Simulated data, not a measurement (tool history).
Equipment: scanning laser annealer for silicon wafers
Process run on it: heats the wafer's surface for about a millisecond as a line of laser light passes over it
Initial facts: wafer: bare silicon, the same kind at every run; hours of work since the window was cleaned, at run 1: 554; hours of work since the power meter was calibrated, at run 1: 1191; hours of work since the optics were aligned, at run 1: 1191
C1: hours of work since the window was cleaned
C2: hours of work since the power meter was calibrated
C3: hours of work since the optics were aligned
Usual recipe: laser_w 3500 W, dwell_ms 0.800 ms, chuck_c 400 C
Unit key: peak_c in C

run 1 hour=0.0 | laser_w=3500 dwell_ms=0.800 chuck_c=400 | C1=554 C2=1191 C3=1191 | peak_c=1175
-- hour=19.0 window over the wafer cleaned
run 2 hour=64.5 | laser_w=3500 dwell_ms=0.681 chuck_c=400 | C1=36 C2=1241 C3=1241 | peak_c=1138
run 3 hour=118.8 | laser_w=3500 dwell_ms=0.701 chuck_c=400 | C1=80 C2=1284 C3=1284 | peak_c=1147
run 4 hour=157.2 | laser_w=3500 dwell_ms=0.701 chuck_c=400 | C1=111 C2=1315 C3=1315 | peak_c=1144
run 5 hour=197.0 | laser_w=3500 dwell_ms=0.800 chuck_c=400 | C1=142 C2=1347 C3=1347 | peak_c=1203
run 6 hour=268.5 | laser_w=3500 dwell_ms=0.800 chuck_c=400 | C1=200 C2=1404 C3=1404 | peak_c=1195
run 7 hour=311.9 | laser_w=3500 dwell_ms=0.782 chuck_c=400 | C1=234 C2=1438 C3=1438 | peak_c=1185
run 8 hour=362.2 | laser_w=3289 dwell_ms=0.782 chuck_c=400 | C1=274 C2=1479 C3=1479 | peak_c=1129
-- hour=371.6 optics aligned, line set to its width
run 9 hour=419.7 | laser_w=3289 dwell_ms=0.782 chuck_c=400 | C1=316 C2=1521 C3=38 | peak_c=1132
run 10 hour=455.9 | laser_w=3289 dwell_ms=0.782 chuck_c=400 | C1=345 C2=1550 C3=67 | peak_c=1129
run 11 hour=500.8 | laser_w=3289 dwell_ms=0.716 chuck_c=400 | C1=381 C2=1585 C3=103 | peak_c=1089
run 12 hour=572.4 | laser_w=3289 dwell_ms=0.716 chuck_c=400 | C1=439 C2=1643 C3=161 | peak_c=1085
run 13 hour=621.7 | laser_w=3289 dwell_ms=0.716 chuck_c=400 | C1=478 C2=1682 C3=200 | peak_c=1080
run 14 hour=698.4 | laser_w=3289 dwell_ms=0.716 chuck_c=429 | C1=539 C2=1744 C3=261 | peak_c=1105
-- hour=729.4 window over the wafer cleaned
run 15 hour=745.1 | laser_w=3689 dwell_ms=0.826 chuck_c=400 | C1=13 C2=1779 C3=297 | peak_c=1280
run 16 hour=822.4 | laser_w=3689 dwell_ms=0.826 chuck_c=400 | C1=74 C2=1841 C3=359 | peak_c=1276
run 17 hour=873.6 | laser_w=3291 dwell_ms=0.657 chuck_c=369 | C1=115 C2=1882 C3=400 | peak_c=1039
run 18 hour=936.6 | laser_w=3067 dwell_ms=0.574 chuck_c=400 | C1=166 C2=1932 C3=450 | peak_c=968
run 19 hour=998.3 | laser_w=3067 dwell_ms=0.574 chuck_c=400 | C1=215 C2=1982 C3=500 | peak_c=965
run 20 hour=1037.7 | laser_w=3518 dwell_ms=0.733 chuck_c=400 | C1=247 C2=2013 C3=531 | peak_c=1161
run 21 hour=1092.0 | laser_w=3500 dwell_ms=0.673 chuck_c=427 | C1=290 C2=2057 C3=574 | peak_c=1144
run 22 hour=1159.7 | laser_w=3500 dwell_ms=0.673 chuck_c=427 | C1=344 C2=2111 C3=629 | peak_c=1138
run 23 hour=1235.6 | laser_w=3500 dwell_ms=0.673 chuck_c=427 | C1=405 C2=2171 C3=689 | peak_c=1135

4 options for the next run, each taken on its own from the tool as it stands now. Forecast them:
run A hour=1281.2 | laser_w=3500 dwell_ms=0.583 chuck_c=367 | C1=441 C2=2208 C3=726 | peak_c=?
run B hour=1281.2 | laser_w=3500 dwell_ms=0.627 chuck_c=412 | C1=441 C2=2208 C3=726 | peak_c=?
run C hour=1281.2 | laser_w=3159 dwell_ms=0.724 chuck_c=437 | C1=441 C2=2208 C3=726 | peak_c=?
run D hour=1281.2 | laser_w=3500 dwell_ms=0.568 chuck_c=427 | C1=441 C2=2208 C3=726 | peak_c=?

run=A peak_c=1015
run=B peak_c=1087
run=C peak_c=1093
run=D peak_c=1067
Without the tool's unlogged condition, the same runs would have read:
run=A peak_c=1052
run=B peak_c=1126
run=C peak_c=1130
run=D peak_c=1104
